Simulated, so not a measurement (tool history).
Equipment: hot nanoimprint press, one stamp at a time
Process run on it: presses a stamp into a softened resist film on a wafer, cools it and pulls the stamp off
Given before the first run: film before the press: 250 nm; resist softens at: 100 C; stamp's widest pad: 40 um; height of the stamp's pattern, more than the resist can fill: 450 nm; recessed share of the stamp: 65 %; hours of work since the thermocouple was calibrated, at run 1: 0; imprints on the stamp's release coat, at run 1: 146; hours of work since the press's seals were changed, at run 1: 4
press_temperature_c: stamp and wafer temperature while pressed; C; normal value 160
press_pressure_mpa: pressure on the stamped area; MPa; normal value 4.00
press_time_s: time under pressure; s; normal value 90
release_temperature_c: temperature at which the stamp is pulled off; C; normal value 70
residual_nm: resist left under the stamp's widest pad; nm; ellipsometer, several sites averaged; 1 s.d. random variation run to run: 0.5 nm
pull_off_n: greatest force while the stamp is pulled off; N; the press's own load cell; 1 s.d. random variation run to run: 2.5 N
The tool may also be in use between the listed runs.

| run | hour | press_temperature_c | press_pressure_mpa | press_time_s | release_temperature_c | hours of work since the thermocouple was calibrated | imprints on the stamp's release coat | hours of work since the press's seals were changed | residual_nm | pull_off_n |
|---|---|---|---|---|---|---|---|---|---|---|
| 1 | 0.0 | 160 | 4.00 | 90 | 70 | 0 | 146 | 4 | 149.9 | 226 |
| 2 | 12.4 | 160 | 4.00 | 90 | 70 | 6 | 189 | 9 | 149.7 | 230 |
| 3 | 22.6 | 160 | 4.00 | 90 | 70 | 10 | 225 | 14 | 149.2 | 223 |
| 4 | 29.7 | 160 | 4.00 | 90 | 70 | 13 | 250 | 17 | 150.1 | 234 |
| 5 | 37.1 | 160 | 4.00 | 90 | 70 | 17 | 276 | 20 | 149.8 | 232 |
| 6 | 44.9 | 160 | 4.00 | 90 | 70 | 20 | 303 | 24 | 149.6 | 235 |
| 7 | 53.4 | 160 | 4.00 | 90 | 70 | 24 | 333 | 28 | 149.7 | 237 |
| 8 | 65.0 | 160 | 4.00 | 90 | 70 | 29 | 374 | 33 | 149.2 | 237 |
|  | 68.9 | plate thermocouple calibrated |
| 9 | 79.5 | 160 | 4.00 | 90 | 70 | 5 | 414 | 38 | 149.5 | 239 |
| 10 | 89.8 | 160 | 4.00 | 90 | 70 | 9 | 450 | 43 | 149.9 | 245 |
| 11 | 98.0 | 160 | 4.00 | 90 | 70 | 13 | 479 | 46 | 150.5 | 239 |
| 12 | 107.7 | 163 | 4.00 | 65 | 73 | 18 | 513 | 51 | 152.6 | 223 |
| 13 | 118.3 | 160 | 2.93 | 178 | 70 | 22 | 550 | 56 | 137.8 | 246 |
|  | 125.2 | plate thermocouple calibrated, once more |
| 14 | 128.5 | 153 | 2.93 | 178 | 70 | 1 | 575 | 59 | 167.6 | 241 |
| 15 | 140.1 | 153 | 2.93 | 178 | 76 | 7 | 616 | 64 | 166.7 | 212 |
| 16 | 145.4 | 153 | 2.93 | 178 | 76 | 9 | 634 | 66 | 167.5 | 210 |

Each run again, without the hidden state but with its own random variation kept:
Unlogged tool condition in this case: true temperature over the reading, C; pressure that arrives at the usual setting, %; grip of the stamp's worn release coat, % over a new coat's; drift of the gauge itself on residual_nm, %; drift of the gauge itself on pull_off_n, %.
| run | residual_nm | pull_off_n |
|---|---|---|
| 1 | 150.2 | 220 |
| 2 | 149.9 | 222 |
| 3 | 149.3 | 215 |
| 4 | 150.2 | 224 |
| 5 | 149.8 | 221 |
| 6 | 149.5 | 223 |
| 7 | 149.6 | 224 |
| 8 | 149.0 | 222 |
| 9 | 149.2 | 222 |
| 10 | 149.5 | 227 |
| 11 | 150.0 | 220 |
| 12 | 152.0 | 204 |
| 13 | 137.2 | 223 |
| 14 | 168.1 | 220 |
| 15 | 167.1 | 192 |
| 16 | 167.8 | 190 |

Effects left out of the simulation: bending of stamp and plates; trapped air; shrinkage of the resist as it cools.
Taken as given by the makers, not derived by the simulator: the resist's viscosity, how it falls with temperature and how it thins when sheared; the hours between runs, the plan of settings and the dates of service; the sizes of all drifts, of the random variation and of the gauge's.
